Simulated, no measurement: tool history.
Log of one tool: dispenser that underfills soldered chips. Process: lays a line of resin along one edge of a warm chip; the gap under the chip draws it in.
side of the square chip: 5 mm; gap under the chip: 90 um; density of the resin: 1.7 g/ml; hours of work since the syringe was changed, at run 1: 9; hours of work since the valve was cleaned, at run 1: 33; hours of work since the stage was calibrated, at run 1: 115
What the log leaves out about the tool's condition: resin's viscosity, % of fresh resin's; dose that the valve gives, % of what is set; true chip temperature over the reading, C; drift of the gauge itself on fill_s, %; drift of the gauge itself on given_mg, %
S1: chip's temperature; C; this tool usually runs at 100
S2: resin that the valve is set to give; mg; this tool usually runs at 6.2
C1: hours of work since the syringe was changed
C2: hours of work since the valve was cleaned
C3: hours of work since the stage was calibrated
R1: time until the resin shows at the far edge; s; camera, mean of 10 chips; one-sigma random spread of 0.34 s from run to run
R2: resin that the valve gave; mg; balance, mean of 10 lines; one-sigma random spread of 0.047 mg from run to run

run  hour   S1    S2  C1  C2   C3    R1    R2
  1     0  100   6.2   9  33  115  23.5  6.04
      3.6  -- new syringe of resin
  2   4.9  100   6.2   1  36  118  16.4  6.02
  3   9.1  100   6.2   4  39  121  19.9  6.08
  4  13.2  100   6.2   7  43  124  22.3  6.13
     17.9  -- new syringe of resin
  5    19  100   6.2   1  47  129  16.4  5.99
  6  24.5  100   6.2   5  51  133  19.5  6.03
  7    29  100   6.2   8  54  136  22.9  6.06
     32.4  -- new syringe of resin
  8  35.6  100   6.2   2  59  141  17.4  5.92
  9  40.1  111   6.2   6  63  145  14.2  5.94
     42.4  -- dispensing valve cleaned and set on the balance
 10  46.6  111   6.2  10   3  149  18.2  6.22
     47.9  -- new syringe of resin
 11  51.5   94   6.2   3   7  152  21.1  6.26
 12  57.4   94   6.2   7  11  157  26.8  6.19
     62.4  -- new syringe of resin
 13  62.4   93  7.19   0  15  160  20.2  7.16
 14  65.5  111  5.98   2  17  163  12.3  5.95
 15  68.5  111  5.98   5  19  165  13.5  5.85
 16  73.3  111  5.98   8  23  169    16  5.89
     77.1  -- new syringe of resin
 17  77.5  107   5.6   0  26  172  12.4  5.44
 18  81.6   93  6.83   3  29  175  23.4  6.75
 19  84.9   93  6.83   6  32  177  25.8  6.67

Branching from run 19: 5 alternative next runs. What would each branch give?
  A  90.7  100  5.47  10  36  182   ?   ?
  B  90.7   93  5.87  10  36  182   ?   ?
  C  90.7  113   7.2  10  36  182   ?   ?
  D  90.7  100  5.55  10  36  182   ?   ?
  E  90.7   89  6.59  10  36  182   ?   ?

run    R1    R2
  A  25.4  5.36
  B  32.9  5.77
  C  16.1   7.1
  D    25  5.47
  E  36.9  6.38
With no hidden state in the tool, these same runs would have given:
run    R1    R2
  A  16.1  5.49
  B  20.8  5.92
  C  10.2  7.27
  D  15.8  5.61
  E  23.6  6.54
